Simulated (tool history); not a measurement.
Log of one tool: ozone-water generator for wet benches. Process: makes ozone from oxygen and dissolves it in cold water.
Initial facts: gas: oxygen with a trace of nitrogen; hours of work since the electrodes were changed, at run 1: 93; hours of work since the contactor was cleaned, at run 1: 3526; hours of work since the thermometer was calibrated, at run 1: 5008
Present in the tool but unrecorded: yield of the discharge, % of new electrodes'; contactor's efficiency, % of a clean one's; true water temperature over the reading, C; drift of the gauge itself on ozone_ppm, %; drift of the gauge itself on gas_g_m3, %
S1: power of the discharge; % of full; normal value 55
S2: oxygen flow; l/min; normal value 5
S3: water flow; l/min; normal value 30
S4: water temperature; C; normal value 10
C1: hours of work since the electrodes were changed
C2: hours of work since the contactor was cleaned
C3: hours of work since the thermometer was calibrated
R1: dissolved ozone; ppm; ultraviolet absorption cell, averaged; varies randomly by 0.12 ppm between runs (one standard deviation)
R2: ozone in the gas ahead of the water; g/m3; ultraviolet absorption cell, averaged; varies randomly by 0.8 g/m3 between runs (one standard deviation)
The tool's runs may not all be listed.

run   hour   S1    S2  S3  S4   C1    C2    C3    R1     R2
  1      0   55     5  30  10   93  3526  5008   9.7  125.5
  2   22.2   55     5  30  10  108  3540  5023   9.3  124.7
  3   54.8   55     5  30  10  129  3562  5044   9.5  125.9
  4   75.5   55     5  30   8  143  3575  5057   9.8  125.1
  5   95.8   55     5  30  10  156  3589  5071   9.5  125.7
  6  123.1   55     5  30  10  174  3606  5089   9.4  125.2
  7  147.1   55     5  30  10  189  3622  5104   9.5    125
  8  162.4   55  6.25  30  10  199  3632  5114   9.8  110.9
  9  194.6   55     5  30  10  220  3653  5135   9.2  126.3
 10  218.2   55     5  30  10  236  3669  5151   9.3    125
 11  242.9   70     5  30  10  252  3685  5167  10.9  142.7
 12  275.5   55     5  30  10  273  3706  5188   9.5  126.6
 13  293.5   55     5  30  10  285  3718  5200   9.7    124
 14  311.2   55     5  30  10  297  3729  5212   9.3  125.5
 15  330.2   55     5  30  10  309  3742  5224   9.5  126.3
 16  352.4   55     5  29  15  324  3756  5239   9.1  126.1
     358.7  -- contactor cleaned
 17  390.5   55     5  29  15  346    21  5261   9.3  125.8
     422.2  -- contactor cleaned, once more
 18  423.3   96     7  18  13  365     1  5280  21.3  144.5
 19  444.6   66     5  30  10  379    15  5294  10.9  136.6
 20  469.1  100  8.38  46   7  395    31  5310   9.8  134.9
 21  485.7   70  3.27  21   7  406    42  5321  15.4  177.5
 22  505.8   70  3.27  21   7  419    55  5334    15  177.1
 23  525.6   70  3.27  21   7  432    68  5347  14.9  177.7
 24  551.5   55   4.4  29  10  449    85  5364   9.8    132
 25  572.7   55   4.4  29  10  463    98  5377   9.7  134.7

Each row is a separate what-if for the run after 25, all from the same tool condition, not one after another. Results?
  A  601.7  73  4.4  23   6  481  117  5396   ?   ?
  B  601.7  55  3.2  30  10  481  117  5396   ?   ?
  C  601.7  48    5  30  10  481  117  5396   ?   ?

run    R1     R2
  A  15.5  158.1
  B   8.6  154.3
  C   9.1  115.6
With the hidden condition removed and each run's random variation left untouched, the same runs would have given:
run    R1     R2
  A  15.6  159.4
  B   8.7  155.5
  C   9.2  116.4
